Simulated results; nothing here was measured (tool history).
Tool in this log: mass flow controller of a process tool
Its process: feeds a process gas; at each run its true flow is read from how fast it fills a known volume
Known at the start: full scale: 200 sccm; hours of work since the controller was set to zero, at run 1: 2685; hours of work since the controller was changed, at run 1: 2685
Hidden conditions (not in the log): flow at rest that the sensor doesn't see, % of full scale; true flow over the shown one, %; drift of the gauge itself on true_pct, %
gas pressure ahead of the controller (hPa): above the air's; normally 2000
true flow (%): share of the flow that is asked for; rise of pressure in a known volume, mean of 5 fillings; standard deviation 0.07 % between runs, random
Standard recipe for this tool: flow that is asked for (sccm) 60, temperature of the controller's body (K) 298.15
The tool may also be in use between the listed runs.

| run | hour | flow that is asked for (sccm) | gas pressure ahead of the controller (hPa) | temperature of the controller's body (K) | hours of work since the controller was set to zero | hours of work since the controller was changed | true flow (%) |
|---|---|---|---|---|---|---|---|
| 1 | 0 | 60 | 2000 | 298.15 | 2685 | 2685 | 96.17 |
| 2 | 120.6 | 60 | 2000 | 298.15 | 2742 | 2742 | 96.11 |
| 3 | 236.4 | 60 | 2000 | 298.15 | 2797 | 2797 | 96.16 |
| 4 | 369.6 | 60 | 2000 | 298.15 | 2860 | 2860 | 96.05 |
| 5 | 451.4 | 60 | 2000 | 298.15 | 2898 | 2898 | 96.08 |
| 6 | 535.5 | 60 | 2000 | 298.15 | 2938 | 2938 | 95.92 |
| 7 | 656.3 | 60 | 2000 | 298.15 | 2995 | 2995 | 95.86 |
| 8 | 740.6 | 60 | 2000 | 298.15 | 3035 | 3035 | 95.85 |
| 9 | 826.5 | 60 | 2000 | 298.15 | 3075 | 3075 | 95.88 |
| 10 | 932.9 | 60 | 2000 | 298.15 | 3126 | 3126 | 95.83 |
| 11 | 995.6 | 60 | 2000 | 298.15 | 3155 | 3155 | 95.87 |
| 12 | 1126.3 | 60 | 2000 | 298.15 | 3217 | 3217 | 95.76 |
| 13 | 1204.9 | 60 | 2000 | 298.15 | 3254 | 3254 | 95.63 |
| 14 | 1313.8 | 60 | 2000 | 298.15 | 3306 | 3306 | 95.56 |
| 15 | 1414.9 | 60 | 2000 | 298.15 | 3353 | 3353 | 95.58 |
| 16 | 1534.9 | 60 | 2000 | 298.15 | 3410 | 3410 | 95.59 |
| 17 | 1618.7 | 60 | 2000 | 298.15 | 3450 | 3450 | 95.7 |
| 18 | 1747.8 | 60 | 2000 | 298.15 | 3511 | 3511 | 95.44 |
|  | 1757.4 | controller's zero set anew |
| 19 | 1845.9 | 60 | 1490 | 298.15 | 42 | 3557 | 95.64 |
| 20 | 1945.5 | 60 | 2000 | 298.15 | 89 | 3604 | 95.22 |
| 21 | 2041 | 60 | 2000 | 298.15 | 134 | 3649 | 95.33 |
| 22 | 2146.4 | 60 | 2000 | 298.15 | 184 | 3699 | 95.22 |
|  | 2208.6 | controller's zero set anew, once more |
| 23 | 2255.6 | 60 | 2000 | 298.15 | 22 | 3750 | 95.99 |
| 24 | 2365.1 | 60 | 2000 | 298.15 | 74 | 3802 | 95.89 |
| 25 | 2442.4 | 60 | 1700 | 298.15 | 110 | 3838 | 96.01 |
| 26 | 2556.8 | 60 | 1700 | 298.15 | 164 | 3892 | 95.93 |
| 27 | 2616.6 | 57 | 2000 | 298.15 | 193 | 3921 | 95.71 |
| 28 | 2728.2 | 54 | 2000 | 298.15 | 245 | 3973 | 95.59 |
| 29 | 2787.8 | 54 | 2000 | 298.15 | 274 | 4001 | 95.59 |
| 30 | 2862.2 | 96 | 2000 | 298.15 | 309 | 4037 | 95.96 |
| 31 | 2916.8 | 173 | 2630 | 304.15 | 335 | 4062 | 96.21 |
| 32 | 3044.1 | 65 | 2690 | 303.15 | 395 | 4122 | 95.18 |
| 33 | 3160 | 75 | 1410 | 308.15 | 449 | 4177 | 95.71 |
| 34 | 3240.2 | 75 | 1410 | 301.15 | 487 | 4215 | 95.94 |
| 35 | 3305.5 | 186 | 1410 | 301.15 | 518 | 4246 | 97 |
| 36 | 3438.9 | 186 | 1410 | 301.15 | 581 | 4309 | 96.98 |
| 37 | 3537 | 26 | 1990 | 298.15 | 628 | 4355 | 94.91 |
| 38 | 3614.3 | 60 | 1460 | 293.15 | 664 | 4392 | 95.75 |
| 39 | 3722.7 | 175 | 1460 | 293.15 | 715 | 4443 | 96.9 |
| 40 | 3842.4 | 175 | 1460 | 293.15 | 772 | 4500 | 96.85 |
| 41 | 3967.1 | 175 | 2330 | 293.15 | 831 | 4558 | 96.25 |
| 42 | 4079.2 | 175 | 2330 | 293.15 | 884 | 4611 | 96.17 |
| 43 | 4160.4 | 30 | 2000 | 298.15 | 922 | 4650 | 94.67 |
| 44 | 4233.2 | 30 | 1430 | 298.15 | 956 | 4684 | 94.9 |
| 45 | 4332.8 | 60 | 2570 | 301.15 | 1003 | 4731 | 94.7 |
| 46 | 4390.4 | 35 | 2700 | 298.15 | 1031 | 4758 | 94.26 |
| 47 | 4484.4 | 125 | 2700 | 295.15 | 1075 | 4803 | 95.49 |

Below, some changes in true flow (%) between adjacent runs. For each, the amount present without the hidden state too (settings, incoming material, random variation) and the amount remaining for the hidden state with gauge scatter not shared by both compared results:
Run 22 -> 23: controller's zero set anew, once more. true flow (%) +0.77: hidden state +0.84, all else -0.07.
Run 36 -> 37: flow that is asked for (sccm) 186 -> 26, gas pressure ahead of the controller (hPa) 1410 -> 1990, temperature of the controller's body (K) 301.15 -> 298.15. true flow (%) -2.07: hidden state -0.3, all else -1.77.
Run 42 -> 43: flow that is asked for (sccm) 175 -> 30, gas pressure ahead of the controller (hPa) 2330 -> 2000, temperature of the controller's body (K) 293.15 -> 298.15. true flow (%) -1.5: hidden state -0.34, all else -1.16.
Run 46 -> 47: flow that is asked for (sccm) 35 -> 125, temperature of the controller's body (K) 298.15 -> 295.15. true flow (%) +1.23: hidden state +0.21, all else +1.02.
